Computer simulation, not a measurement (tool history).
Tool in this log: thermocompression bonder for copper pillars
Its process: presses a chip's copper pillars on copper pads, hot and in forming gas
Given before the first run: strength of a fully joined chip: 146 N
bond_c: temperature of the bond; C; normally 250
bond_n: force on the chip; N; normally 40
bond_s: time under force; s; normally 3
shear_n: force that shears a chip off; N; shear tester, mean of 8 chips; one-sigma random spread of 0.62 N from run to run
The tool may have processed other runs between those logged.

run	day	bond_c	bond_n	bond_s	shear_n
1	0.000	250	40	3	101.8
2	0.788	250	33	3	90.9
3	1.600	250	40	3	101.7
4	2.483	250	40	3	102.2
5	2.983	250	40	3	102.2
6	3.875	250	40	3	102.3
7	4.350	250	40	3	101.5
8	4.988	250	40	3	101.2
9	5.696	250	40	3	100.7
10	6.458	250	40	3	100.6
# day 6.596: force cell calibrated
11	7.025	250	40	3	101.9
12	7.954	237	40	3	87.8
13	8.433	250	35	3	92.4
14	9.346	250	35	3	92.1
# day 9.875: forming gas filter changed
15	10.271	249	25	3	74.9
16	11.108	229	25	4	59.7
17	11.742	250	41	3	106.7
# day 12.529: force cell calibrated, once more
18	12.762	239	47	3	97.9
19	13.504	266	46	3	123.4
20	14.342	226	57	2	83.9
21	15.138	240	41	7	109.9
22	16.192	250	30	5	94.6
23	16.925	266	56	3	130.3
24	17.396	243	40	3	91.6
25	18.292	243	45	2	88.2
26	18.800	243	45	2	88.0
# day 19.771: forming gas filter changed
27	19.846	226	47	4	92.5

Forecast each of these 4 alternatives for the next run:
A	20.438	278	40	9	?
B	20.438	267	39	2	?
C	20.438	226	47	2	?
D	20.438	224	45	4	?

run	shear_n
A	141.3
B	109.4
C	73.6
D	85.2
Stripped of hidden state, with their random variation kept, the same runs would have yielded:
run	shear_n
A	141.3
B	107.6
C	71.5
D	83.0
